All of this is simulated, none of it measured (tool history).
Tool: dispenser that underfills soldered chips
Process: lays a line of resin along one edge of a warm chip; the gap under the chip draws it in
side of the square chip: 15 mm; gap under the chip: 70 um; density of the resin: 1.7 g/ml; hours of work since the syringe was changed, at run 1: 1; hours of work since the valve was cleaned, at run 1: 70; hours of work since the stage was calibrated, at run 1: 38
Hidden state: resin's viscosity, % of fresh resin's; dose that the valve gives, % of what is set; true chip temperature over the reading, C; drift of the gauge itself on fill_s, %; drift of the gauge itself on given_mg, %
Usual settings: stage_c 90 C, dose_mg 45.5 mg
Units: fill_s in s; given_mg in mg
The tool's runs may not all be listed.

| run | hour | stage_c | dose_mg | hours of work since the syringe was changed | hours of work since the valve was cleaned | hours of work since the stage was calibrated | fill_s | given_mg |
|---|---|---|---|---|---|---|---|---|
| 1 | 0.0 | 90 | 45.5 | 1 | 70 | 38 | 106.3 | 44.22 |
| 2 | 5.8 | 90 | 45.5 | 5 | 74 | 42 | 130.4 | 44.45 |
| 3 | 11.5 | 90 | 45.5 | 8 | 78 | 45 | 168.7 | 43.76 |
|  | 14.4 | new syringe of resin |
| 4 | 15.3 | 90 | 45.5 | 1 | 80 | 47 | 106.3 | 44.40 |
| 5 | 21.5 | 90 | 45.5 | 4 | 84 | 51 | 137.6 | 44.03 |
| 6 | 27.6 | 90 | 45.5 | 8 | 88 | 55 | 173.4 | 44.40 |
|  | 30.0 | new syringe of resin |
| 7 | 31.0 | 90 | 45.5 | 1 | 90 | 57 | 105.3 | 44.04 |
| 8 | 34.9 | 90 | 44.8 | 3 | 92 | 60 | 123.8 | 43.36 |
| 9 | 39.2 | 90 | 45.5 | 6 | 95 | 62 | 146.0 | 43.71 |
| 10 | 42.1 | 90 | 45.5 | 8 | 97 | 64 | 160.7 | 43.61 |
|  | 45.5 | new syringe of resin |
| 11 | 45.6 | 90 | 45.5 | 0 | 99 | 66 | 104.1 | 44.09 |
| 12 | 50.5 | 90 | 50.7 | 3 | 102 | 69 | 126.1 | 48.80 |
| 13 | 54.0 | 90 | 50.7 | 5 | 104 | 72 | 142.6 | 48.56 |
| 14 | 56.9 | 90 | 50.7 | 7 | 106 | 73 | 161.7 | 48.63 |
| 15 | 60.1 | 90 | 45.5 | 9 | 108 | 75 | 182.4 | 43.72 |
|  | 61.1 | new syringe of resin |
| 16 | 65.4 | 86 | 45.5 | 3 | 111 | 78 | 151.9 | 43.41 |
| 17 | 71.9 | 93 | 45.5 | 7 | 115 | 83 | 138.5 | 43.65 |
|  | 77.0 | new syringe of resin |
| 18 | 78.6 | 93 | 45.5 | 1 | 119 | 87 | 95.9 | 43.94 |
| 19 | 82.5 | 93 | 45.5 | 3 | 121 | 89 | 110.0 | 43.97 |

Run 20 comes next. What will it give?
| 20 | 87.4 | 93 | 45.5 | 7 | 125 | 92 | ? | ? |

Run 20 gave fill_s 130.9 s, given_mg 43.55 mg.
Without the tool's hidden state the same run would have given fill_s 84.7 s, given_mg 45.52 mg.
